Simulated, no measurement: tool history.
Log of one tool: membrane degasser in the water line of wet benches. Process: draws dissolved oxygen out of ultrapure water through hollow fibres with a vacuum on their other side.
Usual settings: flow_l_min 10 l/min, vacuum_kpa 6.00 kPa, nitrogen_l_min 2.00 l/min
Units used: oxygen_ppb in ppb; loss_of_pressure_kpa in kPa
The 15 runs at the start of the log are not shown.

run 16 hour=833.4 | flow_l_min=10 vacuum_kpa=11.75 nitrogen_l_min=2.00 | oxygen_ppb=150.0 loss_of_pressure_kpa=30.67
run 17 hour=870.0 | flow_l_min=10 vacuum_kpa=14.15 nitrogen_l_min=2.04 | oxygen_ppb=170.6 loss_of_pressure_kpa=30.50
run 18 hour=919.3 | flow_l_min=7 vacuum_kpa=11.06 nitrogen_l_min=1.38 | oxygen_ppb=104.2 loss_of_pressure_kpa=21.27
run 19 hour=992.7 | flow_l_min=7 vacuum_kpa=11.06 nitrogen_l_min=1.38 | oxygen_ppb=104.7 loss_of_pressure_kpa=21.27
run 20 hour=1040.8 | flow_l_min=6 vacuum_kpa=5.47 nitrogen_l_min=4.95 | oxygen_ppb=9.3 loss_of_pressure_kpa=18.43
run 21 hour=1113.8 | flow_l_min=10 vacuum_kpa=8.84 nitrogen_l_min=2.07 | oxygen_ppb=111.8 loss_of_pressure_kpa=30.39
run 22 hour=1144.5 | flow_l_min=10 vacuum_kpa=8.84 nitrogen_l_min=2.07 | oxygen_ppb=110.9 loss_of_pressure_kpa=30.42
-- hour=1161.7 gauge calibrated
run 23 hour=1215.2 | flow_l_min=10 vacuum_kpa=8.84 nitrogen_l_min=2.07 | oxygen_ppb=111.9 loss_of_pressure_kpa=30.97
run 24 hour=1263.2 | flow_l_min=10 vacuum_kpa=8.84 nitrogen_l_min=2.07 | oxygen_ppb=109.4 loss_of_pressure_kpa=31.05
run 25 hour=1293.4 | flow_l_min=10 vacuum_kpa=8.84 nitrogen_l_min=2.07 | oxygen_ppb=110.0 loss_of_pressure_kpa=31.07
run 26 hour=1349.4 | flow_l_min=12 vacuum_kpa=5.34 nitrogen_l_min=5.29 | oxygen_ppb=109.6 loss_of_pressure_kpa=37.40
run 27 hour=1384.3 | flow_l_min=16 vacuum_kpa=6.78 nitrogen_l_min=2.45 | oxygen_ppb=312.4 loss_of_pressure_kpa=49.89
run 28 hour=1417.4 | flow_l_min=16 vacuum_kpa=5.71 nitrogen_l_min=0.81 | oxygen_ppb=367.2 loss_of_pressure_kpa=49.37
run 29 hour=1469.7 | flow_l_min=10 vacuum_kpa=8.64 nitrogen_l_min=4.73 | oxygen_ppb=73.1 loss_of_pressure_kpa=30.97
run 30 hour=1512.6 | flow_l_min=10 vacuum_kpa=8.64 nitrogen_l_min=4.73 | oxygen_ppb=73.7 loss_of_pressure_kpa=31.22
run 31 hour=1550.2 | flow_l_min=10 vacuum_kpa=6.00 nitrogen_l_min=1.38 | oxygen_ppb=91.7 loss_of_pressure_kpa=30.73

Alternative continuations, all from the tool just after run 31; predict every row:
run A hour=1598.6 | flow_l_min=10 vacuum_kpa=7.20 nitrogen_l_min=3.66 | oxygen_ppb=? loss_of_pressure_kpa=?
run B hour=1598.6 | flow_l_min=10 vacuum_kpa=7.23 nitrogen_l_min=2.00 | oxygen_ppb=? loss_of_pressure_kpa=?
run C hour=1598.6 | flow_l_min=7 vacuum_kpa=6.85 nitrogen_l_min=2.79 | oxygen_ppb=? loss_of_pressure_kpa=?
run D hour=1598.6 | flow_l_min=9 vacuum_kpa=14.94 nitrogen_l_min=3.79 | oxygen_ppb=? loss_of_pressure_kpa=?

run=A oxygen_ppb=71.7 loss_of_pressure_kpa=30.93
run=B oxygen_ppb=96.2 loss_of_pressure_kpa=31.12
run=C oxygen_ppb=30.1 loss_of_pressure_kpa=21.62
run=D oxygen_ppb=95.4 loss_of_pressure_kpa=27.95
What these runs would have given with no unlogged condition in the tool:
run=A oxygen_ppb=71.6 loss_of_pressure_kpa=31.27
run=B oxygen_ppb=96.1 loss_of_pressure_kpa=31.46
run=C oxygen_ppb=30.1 loss_of_pressure_kpa=21.86
run=D oxygen_ppb=95.4 loss_of_pressure_kpa=28.26
